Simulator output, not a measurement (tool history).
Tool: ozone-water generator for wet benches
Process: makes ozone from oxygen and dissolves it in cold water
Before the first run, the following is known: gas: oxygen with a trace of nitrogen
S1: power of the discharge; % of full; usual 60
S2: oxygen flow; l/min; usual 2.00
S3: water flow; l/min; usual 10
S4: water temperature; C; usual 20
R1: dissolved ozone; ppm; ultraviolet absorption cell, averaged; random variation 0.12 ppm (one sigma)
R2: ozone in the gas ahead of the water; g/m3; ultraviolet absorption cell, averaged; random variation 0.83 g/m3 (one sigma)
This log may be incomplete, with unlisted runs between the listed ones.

run	hour	S1	S2	S3	S4	R1	R2
1	0.0	60	2.00	10	20	10.8	131.9
2	18.6	60	2.00	10	20	10.6	131.4
3	37.2	60	2.00	10	20	11.0	130.4
4	72.6	60	2.00	10	17	11.2	131.4
5	96.7	60	2.00	10	17	11.2	132.3
6	114.7	60	2.00	10	17	11.2	132.6
7	131.5	60	2.00	10	17	11.2	129.9
8	157.6	94	1.23	10	21	12.1	206.1
9	175.8	57	2.03	10	14	11.3	126.5
10	209.3	60	1.92	10	25	10.2	134.5

Here are 4 independent what-if runs from the current tool condition. What would each one return?
A	237.6	60	2.52	14	20	?	?
B	237.6	60	3.53	15	25	?	?
C	237.6	60	1.86	9	20	?	?
D	237.6	72	1.18	10	13	?	?

run	R1	R2
A	8.4	120.8
B	7.9	109.9
C	11.6	135.8
D	11.0	176.1
With no hidden state in the tool, these same runs would have given:
run	R1	R2
A	8.4	120.8
B	7.9	109.9
C	11.6	135.8
D	11.0	176.1
